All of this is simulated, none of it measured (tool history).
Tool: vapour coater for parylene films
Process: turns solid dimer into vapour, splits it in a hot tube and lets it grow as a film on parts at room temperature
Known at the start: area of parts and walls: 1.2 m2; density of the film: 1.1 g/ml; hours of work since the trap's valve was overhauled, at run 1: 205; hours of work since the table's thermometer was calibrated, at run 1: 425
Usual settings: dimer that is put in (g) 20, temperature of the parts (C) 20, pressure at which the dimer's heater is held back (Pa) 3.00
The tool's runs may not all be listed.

run	hour	dimer that is put in (g)	temperature of the parts (C)	pressure at which the dimer's heater is held back (Pa)	hours of work since the trap's valve was overhauled	hours of work since the table's thermometer was calibrated	thickness of the film (nm)
1	0.0	20	20	3.00	205	425	8080
2	10.8	20	20	3.00	210	430	8130
3	22.0	20	20	3.00	215	435	8030
4	41.8	20	20	3.00	224	444	8020
5	55.0	20	20	3.00	230	450	7980
6	77.0	24	20	3.00	240	460	9560
7	96.1	20	20	7.91	249	469	7170
8	111.5	20	20	7.91	256	476	7120
9	122.7	20	20	7.91	261	481	7180
10	137.9	20	20	3.00	268	488	7810
11	159.2	9	20	3.00	278	498	3520
12	174.3	9	20	3.00	285	505	3550
13	196.7	20	20	3.71	295	515	7590
14	209.6	10	20	3.00	301	521	3870
15	219.9	10	20	3.00	306	525	3860
16	230.9	10	20	3.00	311	531	3910
17	244.6	17	23	3.08	317	537	6090
18	264.3	17	23	3.08	326	546	6110
19	277.3	17	23	3.08	332	552	6030
20	290.4	28	16	3.89	338	558	11430
21	307.7	28	16	3.89	346	566	11510
# hour 318.0: trap's valve overhauled
22	324.8	10	12	5.17	3	572	4950
23	342.4	10	12	5.17	11	580	4860

Forecast each of these 4 alternatives for the next run:
A	358.6	20	20	5.10	19	587	?
B	358.6	18	14	2.40	19	587	?
C	358.6	20	22	5.37	19	587	?
D	358.6	22	20	5.82	19	587	?

run	thickness of the film (nm)
A	8150
B	9060
C	7730
D	8900
Without the tool's hidden state the same runs would have given:
run	thickness of the film (nm)
A	8170
B	9080
C	7740
D	8920
